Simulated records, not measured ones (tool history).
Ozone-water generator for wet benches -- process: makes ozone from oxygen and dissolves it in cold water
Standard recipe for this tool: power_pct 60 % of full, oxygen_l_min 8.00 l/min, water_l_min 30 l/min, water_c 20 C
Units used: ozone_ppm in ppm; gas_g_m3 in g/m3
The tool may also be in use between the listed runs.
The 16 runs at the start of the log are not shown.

Run 17, hour 511.0: usual settings but water_c 13 C. Result: ozone_ppm 20.7 ppm, gas_g_m3 209.3 g/m3.
Run 18, hour 529.2: usual settings but water_l_min 20 l/min, water_c 12 C. Result: ozone_ppm 29.9 ppm, gas_g_m3 208.7 g/m3.
Run 19, hour 554.6: usual settings but water_l_min 20 l/min, water_c 12 C. Result: ozone_ppm 29.8 ppm, gas_g_m3 210.3 g/m3.
Run 20, hour 583.4: usual settings but water_l_min 20 l/min, water_c 12 C. Result: ozone_ppm 29.9 ppm, gas_g_m3 205.2 g/m3.
Run 21, hour 624.3: usual settings but power_pct 43 % of full, oxygen_l_min 13.71 l/min, water_l_min 43 l/min, water_c 24 C. Result: ozone_ppm 9.5 ppm, gas_g_m3 120.7 g/m3.
Run 22, hour 655.6: usual settings but power_pct 94 % of full, oxygen_l_min 7.76 l/min, water_l_min 40 l/min, water_c 23 C. Result: ozone_ppm 17.6 ppm, gas_g_m3 277.6 g/m3.
Run 23, hour 683.3: usual settings but oxygen_l_min 12.69 l/min, water_c 12 C. Result: ozone_ppm 19.5 ppm, gas_g_m3 154.2 g/m3.
Run 24, hour 717.4: usual settings but oxygen_l_min 12.69 l/min, water_c 12 C. Result: ozone_ppm 19.7 ppm, gas_g_m3 155.3 g/m3.
Run 25, hour 748.1: usual settings but oxygen_l_min 12.69 l/min, water_l_min 21 l/min, water_c 23 C. Result: ozone_ppm 20.5 ppm, gas_g_m3 155.1 g/m3.
Run 26, hour 773.6: usual settings but power_pct 64 % of full, oxygen_l_min 12.63 l/min, water_l_min 21 l/min, water_c 25 C. Result: ozone_ppm 20.8 ppm, gas_g_m3 158.9 g/m3.
Run 27, hour 807.6: usual settings but water_c 19 C. Result: ozone_ppm 18.6 ppm, gas_g_m3 207.9 g/m3.
Run 28, hour 844.6: usual settings but power_pct 88 % of full, oxygen_l_min 12.77 l/min, water_c 21 C. Result: ozone_ppm 21.0 ppm, gas_g_m3 191.6 g/m3.
Run 29, hour 870.2: usual settings but power_pct 88 % of full, oxygen_l_min 12.77 l/min, water_c 21 C. Result: ozone_ppm 20.9 ppm, gas_g_m3 190.9 g/m3.

Estimate the outcome of run 30 from the log above:
Run 30, hour 904.3: usual settings but power_pct 88 % of full, oxygen_l_min 12.77 l/min, water_c 21 C. Result: ozone_ppm ?, gas_g_m3 ?.

{"run 30": {"ozone_ppm": 20.9, "gas_g_m3": 192.4}}
Were there no unlogged condition in the tool, this run, its random variation unchanged, would have produced ozone_ppm 23.2 ppm, gas_g_m3 199.2 g/m3.

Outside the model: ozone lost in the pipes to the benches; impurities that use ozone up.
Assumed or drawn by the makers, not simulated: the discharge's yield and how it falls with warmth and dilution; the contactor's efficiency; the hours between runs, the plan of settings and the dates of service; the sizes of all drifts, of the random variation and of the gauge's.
